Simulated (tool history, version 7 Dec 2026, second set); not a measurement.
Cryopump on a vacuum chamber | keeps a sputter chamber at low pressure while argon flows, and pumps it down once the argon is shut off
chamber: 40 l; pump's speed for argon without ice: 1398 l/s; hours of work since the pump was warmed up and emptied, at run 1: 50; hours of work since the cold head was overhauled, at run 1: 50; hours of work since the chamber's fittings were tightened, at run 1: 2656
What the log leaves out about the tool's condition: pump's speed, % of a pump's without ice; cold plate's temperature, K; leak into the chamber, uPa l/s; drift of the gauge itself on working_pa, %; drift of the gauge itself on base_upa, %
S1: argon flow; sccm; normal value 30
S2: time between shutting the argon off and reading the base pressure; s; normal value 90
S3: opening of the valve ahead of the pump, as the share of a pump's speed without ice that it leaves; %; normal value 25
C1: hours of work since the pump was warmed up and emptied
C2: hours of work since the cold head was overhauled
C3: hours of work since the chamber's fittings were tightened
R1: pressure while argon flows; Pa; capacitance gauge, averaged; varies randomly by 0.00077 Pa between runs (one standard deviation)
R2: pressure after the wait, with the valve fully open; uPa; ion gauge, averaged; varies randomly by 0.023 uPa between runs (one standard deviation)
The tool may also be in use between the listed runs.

run	hour	S1	S2	S3	C1	C2	C3	R1	R2
1	0	30	90	25	50	50	2656	0.1458	1.88
2	14.2	30	90	36	56	56	2663	0.1021	1.89
3	37.7	30	90	36	67	67	2674	0.1018	1.93
4	55.9	30	90	36	75	75	2682	0.1009	1.96
5	81.2	30	90	36	87	87	2693	0.1012	1.94
6	92.9	30	90	25	92	92	2699	0.1457	1.92
7	115.6	30	90	25	103	103	2709	0.1466	1.9
8	134.3	30	90	25	111	111	2718	0.1467	1.88
9	159.1	30	90	25	122	122	2729	0.1462	1.94
10	172.2	30	90	25	128	128	2735	0.1479	1.97
11	184.4	30	90	25	134	134	2741	0.1479	1.93
12	202.7	30	90	25	142	142	2749	0.1464	1.96
13	222.9	30	90	25	151	151	2758	0.1472	1.93
14	247.6	30	90	25	163	163	2769	0.1473	2
15	259	30	42	22	168	168	2775	0.1671	2.62
16	272.1	28	90	21	174	174	2781	0.1645	2.06
17	288.4	28	90	21	181	181	2788	0.1644	2.05
18	302.8	49	90	29	188	188	2795	0.2087	2.02
19	319.9	49	90	29	196	196	2802	0.2106	2.07
20	335.4	49	90	19	203	203	2809	0.3164	2.07
21	357.5	29	243	31	213	213	2820	0.1162	1.71
22	377.1	31	158	33	222	222	2828	0.1173	1.82
23	398.6	31	158	33	232	232	2838	0.1186	1.86
24	414.1	27	73	39	239	239	2845	0.0867	2.19
25	432.5	27	73	39	247	247	2854	0.0877	2.21
26	452.4	30	298	47	256	256	2863	0.0812	1.69
27	474.2	30	298	47	266	266	2873	0.0807	1.79

Predict each of these 5 candidate next runs independently; none follows another, all start after run 27:
A	492.5	30	22	30	274	274	2881	?	?
B	492.5	13	90	41	274	274	2881	?	?
C	492.5	49	155	18	274	274	2881	?	?
D	492.5	46	119	25	274	274	2881	?	?
E	492.5	23	48	37	274	274	2881	?	?

run	R1	R2
A	0.1243	3.8
B	0.0409	2.14
C	0.34	1.88
D	0.2279	1.98
E	0.0783	2.66
Without the tool's unlogged condition, the same runs would have read:
run	R1	R2
A	0.12	2.43
B	0.039	0.76
C	0.3329	0.51
D	0.2214	0.62
E	0.075	1.27
